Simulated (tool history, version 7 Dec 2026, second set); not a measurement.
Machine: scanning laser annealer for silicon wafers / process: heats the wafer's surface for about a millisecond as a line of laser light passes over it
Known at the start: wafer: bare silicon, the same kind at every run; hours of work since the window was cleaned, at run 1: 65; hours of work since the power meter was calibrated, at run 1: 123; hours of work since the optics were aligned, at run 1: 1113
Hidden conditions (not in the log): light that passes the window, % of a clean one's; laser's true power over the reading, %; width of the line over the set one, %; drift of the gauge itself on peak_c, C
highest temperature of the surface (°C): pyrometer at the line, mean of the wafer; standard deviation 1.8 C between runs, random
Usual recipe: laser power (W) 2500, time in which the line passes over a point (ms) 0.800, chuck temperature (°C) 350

run   hour  laser power (W)  time in which the line passes over a point (ms)  chuck temperature (°C)  hours of work since the window was cleaned  hours of work since the power meter was calibrated  hours of work since the optics were aligned  highest temperature of the surface (°C)
  1    0.0             2500                                            0.800                     350                                          65                                                 123                                         1113                                     1040
  2    6.4             2500                                            0.904                     350                                          69                                                 127                                         1117                                     1076
  3   14.8             2500                                            0.904                     350                                          73                                                 131                                         1122                                     1075
  4   20.5             2197                                            0.800                     350                                          76                                                 134                                         1125                                      936
  5   26.1             2197                                            0.800                     350                                          79                                                 138                                         1128                                      935
  6   34.0             2500                                            0.800                     320                                          84                                                 142                                         1132                                     1007
  7   47.0             2500                                            0.800                     320                                          91                                                 149                                         1139                                     1007
  8   54.5             2513                                            0.800                     350                                          95                                                 153                                         1143                                     1039
  9   67.4             2513                                            0.565                     350                                         102                                                 160                                         1150                                      940
 10   73.5             2500                                            0.800                     350                                         105                                                 163                                         1154                                     1034
 11   84.2             2500                                            0.800                     350                                         111                                                 169                                         1160                                     1033
 12   93.5             2500                                            0.800                     350                                         116                                                 174                                         1165                                     1033
 13  105.9             2500                                            0.800                     348                                         123                                                 181                                         1171                                     1032
 14  111.9             2500                                            0.800                     348                                         126                                                 185                                         1175                                     1028
 15  122.1             2500                                            0.800                     348                                         132                                                 190                                         1180                                     1026
 16  129.2             2500                                            0.701                     350                                         136                                                 194                                         1184                                      990
 17  139.7             2500                                            0.701                     350                                         142                                                 200                                         1190                                      992
 18  149.3             2500                                            0.701                     350                                         147                                                 205                                         1195                                      991
 19  161.5             2647                                            0.701                     350                                         154                                                 212                                         1202                                     1035
 20  167.5             2647                                            0.701                     350                                         157                                                 215                                         1205                                     1035
 21  180.1             2603                                            0.996                     340                                         164                                                 222                                         1212                                     1122
 22  192.1             2603                                            0.996                     340                                         170                                                 228                                         1219                                     1119
     194.7  -- window over the wafer cleaned
 23  201.4             2578                                            0.617                     350                                           4                                                 232                                         1223                                      975
 24  213.4             2298                                            0.756                     389                                          10                                                 239                                         1229                                      976
 25  219.3             2500                                            0.578                     370                                          13                                                 242                                         1233                                      951
 26  225.3             2500                                            0.634                     341                                          17                                                 246                                         1236                                      946
     235.2  -- window over the wafer cleaned, once more
 27  237.3             2500                                            0.800                     386                                           1                                                 251                                         1241                                     1081
 28  245.4             2135                                            0.576                     350                                           6                                                 255                                         1246                                      845
     251.4  -- optics aligned, line set to its width
 29  256.7             2263                                            0.563                     336                                           9                                                 259                                            3                                      872
 30  266.1             2613                                            0.709                     317                                          14                                                 264                                            8                                     1024
 31  275.4             2712                                            0.628                     366                                          19                                                 269                                           13                                     1066
 32  288.2             2500                                            0.598                     361                                          26                                                 276                                           20                                      980
 33  298.4             2289                                            0.887                     337                                          32                                                 282                                           26                                      998
 34  310.9             2570                                            0.940                     389                                          39                                                 289                                           33                                     1163
 35  320.9             2570                                            0.940                     389                                          44                                                 294                                           38                                     1166
 36  332.5             2570                                            0.940                     389                                          51                                                 300                                           44                                     1164
 37  338.2             2227                                            0.609                     367                                          54                                                 304                                           48                                      904
 38  344.9             2227                                            0.609                     367                                          57                                                 307                                           51                                      906
 39  357.0             2622                                            0.720                     337                                          64                                                 314                                           58                                     1046
 40  368.4             2322                                            0.606                     361                                          70                                                 320                                           64                                      926

Each row is a separate what-if for the run after 40, all from the same tool condition, not one after another. Results?
  A  374.1             2423                                            0.666                     350                                          73                                                 323                                           67                                        ?
  B  374.1             2245                                            0.751                     312                                          73                                                 323                                           67                                        ?
  C  374.1             2611                                            0.769                     361                                          73                                                 323                                           67                                        ?
  D  374.1             2704                                            0.591                     350                                          73                                                 323                                           67                                        ?
  E  374.1             2500                                            0.732                     334                                          73                                                 323                                           67                                        ?

run  highest temperature of the surface (°C)
  A                                      968
  B                                      905
  C                                     1085
  D                                     1024
  E                                     1003
Stripped of hidden state, with their random variation kept, the same runs would have yielded:
run  highest temperature of the surface (°C)
  A                                      977
  B                                      914
  C                                     1097
  D                                     1035
  E                                     1014
